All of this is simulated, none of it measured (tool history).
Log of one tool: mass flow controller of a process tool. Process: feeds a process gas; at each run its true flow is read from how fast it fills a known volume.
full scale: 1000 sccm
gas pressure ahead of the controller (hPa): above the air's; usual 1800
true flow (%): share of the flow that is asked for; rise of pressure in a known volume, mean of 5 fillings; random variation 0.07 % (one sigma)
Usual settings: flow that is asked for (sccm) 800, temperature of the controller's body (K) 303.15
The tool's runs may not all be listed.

run    hour  flow that is asked for (sccm)  gas pressure ahead of the controller (hPa)  temperature of the controller's body (K)  true flow (%)
  1       0                            800                                        1800                                    303.15          98.78
  2   117.4                            800                                        1800                                    310.15          98.07
  3   233.7                            800                                        1800                                    310.15          98.11
  4   318.7                            800                                        1800                                    310.15          97.92
  5   442.9                            800                                        1800                                    310.15          97.89
  6   513.5                            800                                        1800                                    303.15          98.73
      523.1  -- controller's zero set anew
  7   597.6                            800                                        1800                                    303.15          98.76
  8   712.2                            800                                        1800                                    294.15          99.84
      798.5  -- controller's zero set anew, once more
  9   807.4                            355                                        1800                                    303.15          97.47
 10   882.6                            800                                        2640                                    303.15          99.04
 11   996.8                            800                                        1800                                    303.15          98.53
 12  1123.3                            876                                        1600                                    305.15          98.33
 13  1266.1                            876                                        1600                                    305.15          98.32
 14  1371.6                            279                                        2360                                    301.15          97.84
 15  1494.2                            279                                        2360                                    301.15           97.8
 16  1628.6                            221                                        2510                                    293.15          98.93
 17    1756                            221                                        2510                                    293.15          98.85
 18  1861.9                            284                                        1840                                    305.15          97.19
 19  1945.8                            118                                        2360                                    312.15          96.48

Forecast each of these 4 alternatives for the next run:
  A  2027.2                            170                                        1800                                    304.15              ?
  B  2027.2                            152                                        2460                                    312.15              ?
  C  2027.2                            112                                        1950                                    312.15              ?
  D  2027.2                            118                                        1690                                    312.15              ?

run  true flow (%)
  A          97.02
  B          96.57
  C          96.19
  D          96.02
Without the tool's hidden state the same runs would have given:
run  true flow (%)
  A          97.24
  B          96.76
  C          96.29
  D          96.14
